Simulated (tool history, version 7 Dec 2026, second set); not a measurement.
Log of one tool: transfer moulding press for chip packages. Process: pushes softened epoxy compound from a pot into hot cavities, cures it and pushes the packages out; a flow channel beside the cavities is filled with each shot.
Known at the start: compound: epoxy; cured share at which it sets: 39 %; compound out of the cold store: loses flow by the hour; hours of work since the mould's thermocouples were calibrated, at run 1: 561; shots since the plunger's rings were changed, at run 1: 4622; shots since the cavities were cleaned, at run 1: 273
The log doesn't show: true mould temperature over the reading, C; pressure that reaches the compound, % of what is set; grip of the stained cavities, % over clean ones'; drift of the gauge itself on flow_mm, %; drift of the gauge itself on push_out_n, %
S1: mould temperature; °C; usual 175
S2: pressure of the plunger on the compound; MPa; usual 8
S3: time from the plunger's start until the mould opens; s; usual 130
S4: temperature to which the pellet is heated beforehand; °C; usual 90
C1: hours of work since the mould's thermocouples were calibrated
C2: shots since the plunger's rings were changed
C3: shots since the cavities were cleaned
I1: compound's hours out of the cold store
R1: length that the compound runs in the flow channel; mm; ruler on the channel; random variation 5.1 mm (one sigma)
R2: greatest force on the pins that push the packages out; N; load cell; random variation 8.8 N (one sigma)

run,hour,S1,S2,S3,S4,C1,C2,C3,I1,R1,R2
1,0,175,8,130,90,561,4622,273,10.9,585,414
# hour 26.6: cavities cleaned with cleaning compound and waxed
2,34.8,175,8,130,95,587,4970,86,8.2,598,407
# hour 78.6: cavities cleaned with cleaning compound and waxed
# hour 99.4: mould's thermocouples calibrated
3,99.4,175,8,130,90,0,5608,196,15,574,417
# hour 114.8: plunger's sealing rings changed
# hour 139.8: cavities cleaned with cleaning compound and waxed
4,179.8,175,6.3,130,90,59,663,418,45.3,454,397
# hour 192.8: cavities cleaned with cleaning compound and waxed
5,215.3,175,6.3,130,90,85,1018,235,36.6,467,393
# hour 247: cavities cleaned with cleaning compound and waxed
6,270.4,175,8,152,90,126,1578,245,24.2,550,399
# hour 300.5: cavities cleaned with cleaning compound and waxed
7,329,173,8,130,90,170,2174,298,28.2,558,440
# hour 355.6: cavities cleaned with cleaning compound and waxed
8,376,173,8,130,90,205,2649,213,21.8,562,413
# hour 409.4: cavities cleaned with cleaning compound and waxed
9,454.4,177,8,156,93,264,3452,470,30.8,537,337
# hour 461.7: cavities cleaned with cleaning compound and waxed
# hour 517.6: cavities cleaned with cleaning compound and waxed
10,527.2,175,8,112,90,318,4181,101,41.6,513,455
# hour 568.8: cavities cleaned with cleaning compound and waxed
11,589,170,8.6,130,90,364,4810,210,12.7,616,521
# hour 625.3: cavities cleaned with cleaning compound and waxed
12,626.7,177,8,130,90,392,5188,14,13.2,581,377
13,667.1,180,8,128,88,423,5611,437,18.3,559,369

How the hidden state differs across the entries between the runs, from the last listed run before each to the first after it:
Between runs 1 and 2: cavities cleaned with cleaning compound and waxed (hour 26.6)
  pressure that reaches the compound, % of what is set: 99.83 -> 99.82; grip of the stained cavities, % over clean ones': 0.6 -> 0.2
Between runs 2 and 3: cavities cleaned with cleaning compound and waxed (hour 78.6); mould's thermocouples calibrated (hour 99.4)
  true mould temperature over the reading, C: 0.01 -> 0; pressure that reaches the compound, % of what is set: 99.82 -> 99.8; grip of the stained cavities, % over clean ones': 0.2 -> 0.5
Between runs 3 and 4: plunger's sealing rings changed (hour 114.8); cavities cleaned with cleaning compound and waxed (hour 139.8)
  pressure that reaches the compound, % of what is set: 99.8 -> 99.98; grip of the stained cavities, % over clean ones': 0.5 -> 0.8
Between runs 4 and 5: cavities cleaned with cleaning compound and waxed (hour 192.8)
  pressure that reaches the compound, % of what is set: 99.98 -> 99.96; grip of the stained cavities, % over clean ones': 0.8 -> 0.6
Between runs 5 and 6: cavities cleaned with cleaning compound and waxed (hour 247)
  pressure that reaches the compound, % of what is set: 99.96 -> 99.95
Between runs 6 and 7: cavities cleaned with cleaning compound and waxed (hour 300.5)
  pressure that reaches the compound, % of what is set: 99.95 -> 99.92
Between runs 7 and 8: cavities cleaned with cleaning compound and waxed (hour 355.6)
  true mould temperature over the reading, C: 0 -> 0.01; pressure that reaches the compound, % of what is set: 99.92 -> 99.91; grip of the stained cavities, % over clean ones': 0.6 -> 0.5
Between runs 8 and 9: cavities cleaned with cleaning compound and waxed (hour 409.4)
  pressure that reaches the compound, % of what is set: 99.91 -> 99.88; grip of the stained cavities, % over clean ones': 0.5 -> 0.8
Between runs 9 and 10: cavities cleaned with cleaning compound and waxed (hour 461.7); cavities cleaned with cleaning compound and waxed (hour 517.6)
  pressure that reaches the compound, % of what is set: 99.88 -> 99.86; grip of the stained cavities, % over clean ones': 0.8 -> 0.3
Between runs 10 and 11: cavities cleaned with cleaning compound and waxed (hour 568.8)
  pressure that reaches the compound, % of what is set: 99.86 -> 99.84; grip of the stained cavities, % over clean ones': 0.3 -> 0.5
Between runs 11 and 12: cavities cleaned with cleaning compound and waxed (hour 625.3)
  pressure that reaches the compound, % of what is set: 99.84 -> 99.82; grip of the stained cavities, % over clean ones': 0.5 -> 0

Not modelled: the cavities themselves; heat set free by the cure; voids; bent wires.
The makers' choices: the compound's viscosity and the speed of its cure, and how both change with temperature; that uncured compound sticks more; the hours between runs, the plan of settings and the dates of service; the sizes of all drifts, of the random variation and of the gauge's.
